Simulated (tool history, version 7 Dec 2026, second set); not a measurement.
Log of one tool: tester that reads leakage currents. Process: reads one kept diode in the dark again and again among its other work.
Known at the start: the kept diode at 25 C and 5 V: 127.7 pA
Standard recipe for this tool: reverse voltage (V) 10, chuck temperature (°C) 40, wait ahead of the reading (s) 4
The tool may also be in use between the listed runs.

run    hour  reverse voltage (V)  chuck temperature (°C)  wait ahead of the reading (s)  current that the tester gives (pA)
  1       0                   10                      40                              4                              502.54
  2    73.6                   10                      40                              4                              499.68
  3   185.8                   10                      40                              4                              497.04
  4   300.8                  8.2                      40                              4                              449.64
  5   413.4                  8.2                      40                              4                              443.75
      470.7  -- chuck's temperature calibrated
  6   529.1                  9.7                      40                              4                              458.82
  7   628.5                 11.3                      40                              4                              490.01
      680.6  -- chuck's temperature calibrated, once more
  8   725.6                   10                      27                              4                              220.48
  9   791.8                  4.4                      40                              4                              352.12
 10   852.8                   10                      40                              4                              527.72
 11   975.9                   10                      40                              4                              523.23
 12  1060.3                   10                      40                              4                              521.39
 13  1142.7                   10                      40                              4                              513.59
 14  1201.3                   10                      40                              4                              513.22
 15  1262.8                   10                      40                              4                              512.66
     1365.5  -- probe card cleaned and baked
 16  1365.5                   10                      40                              4                              494.51
 17  1440.2                   10                      40                              4                              490.74
 18  1517.6                   10                      40                              4                              491.06
 19  1577.3                   10                      40                              4                              486.85
 20  1648.1                   10                      40                              4                              485.49
 21  1749.4                  9.8                      26                           0.55                              182.02
 22    1821                   10                      42                              4                              550.23
 23  1939.8                   10                      42                              4                              543.98
 24  2009.7                   10                      42                              4                              543.24
 25  2065.9                   10                      42                              4                              541.28
     2093.3  -- chuck's temperature calibrated
 26  2155.8                  2.3                      39                           1.02                              234.12
 27  2279.2                  2.3                      39                           1.02                              232.52
 28  2378.8                  2.3                      39                           1.02                              229.26
 29  2458.2                 16.5                      22                           5.27                              182.56
 30  2547.3                    1                      53                           3.13                              378.14
 31  2620.5                  5.6                      53                           1.11                              867.25
 32    2716                  4.4                      35                           2.18                              236.01
 33  2841.5                  4.4                      35                           2.18                              233.68
 34  2931.1                  4.4                      35                           2.18                              232.32
 35  3042.4                  4.4                      35                           2.18                              230.73
 36  3118.7                 10.7                      33                           0.36                              315.51
     3146.5  -- tester calibrated
 37    3199                 15.1                      36                           2.07                              463.13
 38  3322.6                  6.5                      40                              4                              395.75
 39  3419.1                  7.7                      34                              4                              284.79
 40  3487.1                  3.2                      40                              4                              279.47

Consider 3 possible next runs. They are alternatives, not a sequence: every one starts from the tool as it was left by run 40. What does each give?
     3498.6  -- chuck's temperature calibrated
  A  3551.5                  1.3                      23                              4                                   ?
     3498.6  -- chuck's temperature calibrated
  B  3551.5                  3.2                      40                           2.34                                   ?
     3498.6  -- chuck's temperature calibrated
  C  3551.5                   10                      40                           0.48                                   ?

run  current that the tester gives (pA)
  A                               58.15
  B                              296.03
  C                              522.85
Without the tool's unlogged condition, the same runs would have read:
run  current that the tester gives (pA)
  A                               57.77
  B                              296.92
  C                              520.45
